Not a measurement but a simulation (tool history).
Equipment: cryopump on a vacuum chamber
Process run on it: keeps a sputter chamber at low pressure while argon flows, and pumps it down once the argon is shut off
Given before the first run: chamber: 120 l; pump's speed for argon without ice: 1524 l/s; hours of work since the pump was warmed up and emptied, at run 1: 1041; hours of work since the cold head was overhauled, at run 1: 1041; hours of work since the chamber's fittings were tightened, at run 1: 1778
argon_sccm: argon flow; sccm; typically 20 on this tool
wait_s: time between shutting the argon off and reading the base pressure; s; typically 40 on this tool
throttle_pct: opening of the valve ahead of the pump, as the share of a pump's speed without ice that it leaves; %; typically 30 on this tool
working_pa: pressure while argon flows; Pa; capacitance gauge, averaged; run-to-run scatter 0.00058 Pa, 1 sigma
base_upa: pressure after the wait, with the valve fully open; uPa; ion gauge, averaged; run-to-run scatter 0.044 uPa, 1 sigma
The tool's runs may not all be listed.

| run | day | argon_sccm | wait_s | throttle_pct | hours of work since the pump was warmed up and emptied | hours of work since the cold head was overhauled | hours of work since the chamber's fittings were tightened | working_pa | base_upa |
|---|---|---|---|---|---|---|---|---|---|
| 1 | 0 | 20 | 40 | 30 | 1041 | 1041 | 1778 | 0.0818 | 3.6 |
| 2 | 1.029 | 20 | 40 | 30 | 1063 | 1063 | 1800 | 0.083 | 3.57 |
|  | 1.217 | leaking fittings of the chamber tightened, without venting |
| 3 | 2.058 | 20 | 40 | 30 | 1083 | 1083 | 18 | 0.0822 | 2.74 |
| 4 | 3.229 | 20 | 40 | 30 | 1108 | 1108 | 43 | 0.0817 | 2.8 |
| 5 | 4.771 | 20 | 40 | 30 | 1141 | 1141 | 75 | 0.0838 | 2.85 |
| 6 | 5.633 | 20 | 40 | 30 | 1159 | 1159 | 94 | 0.0833 | 2.82 |
|  | 6.446 | pump warmed up, emptied and cooled again |
| 7 | 7.088 | 16 | 40 | 30 | 14 | 1186 | 120 | 0.0596 | 2.7 |
| 8 | 8.729 | 20 | 40 | 30 | 48 | 1220 | 155 | 0.0745 | 2.71 |
| 9 | 10.367 | 17 | 39 | 18 | 83 | 1255 | 190 | 0.1047 | 2.84 |
| 10 | 11.583 | 20 | 125 | 30 | 109 | 1281 | 215 | 0.0752 | 1.09 |
| 11 | 13.021 | 31 | 72 | 40 | 139 | 1311 | 246 | 0.0891 | 1.63 |
| 12 | 14.425 | 23 | 40 | 30 | 169 | 1341 | 276 | 0.0867 | 2.86 |
| 13 | 15.979 | 23 | 57 | 47 | 202 | 1374 | 309 | 0.0568 | 2.1 |
| 14 | 17.45 | 20 | 44 | 30 | 233 | 1405 | 340 | 0.0764 | 2.6 |
| 15 | 19.075 | 20 | 44 | 30 | 268 | 1440 | 374 | 0.0759 | 2.55 |
| 16 | 20.133 | 20 | 44 | 30 | 290 | 1462 | 397 | 0.0759 | 2.63 |

Here are 5 independent what-if runs from the current tool condition. What would each one return?
| A | 21.071 | 13 | 51 | 30 | 310 | 1482 | 417 | ? | ? |
| B | 21.071 | 20 | 96 | 22 | 310 | 1482 | 417 | ? | ? |
| C | 21.071 | 9 | 24 | 42 | 310 | 1482 | 417 | ? | ? |
| D | 21.071 | 10 | 118 | 18 | 310 | 1482 | 417 | ? | ? |
| E | 21.071 | 27 | 40 | 30 | 310 | 1482 | 417 | ? | ? |

| run | working_pa | base_upa |
|---|---|---|
| A | 0.0495 | 2.35 |
| B | 0.1031 | 1.42 |
| C | 0.0251 | 4.4 |
| D | 0.0629 | 1.26 |
| E | 0.1016 | 2.86 |
With no hidden state in the tool, these same runs would have given:
| run | working_pa | base_upa |
|---|---|---|
| A | 0.0479 | 2.13 |
| B | 0.1008 | 1.2 |
| C | 0.0241 | 4.18 |
| D | 0.0617 | 1.04 |
| E | 0.0984 | 2.64 |
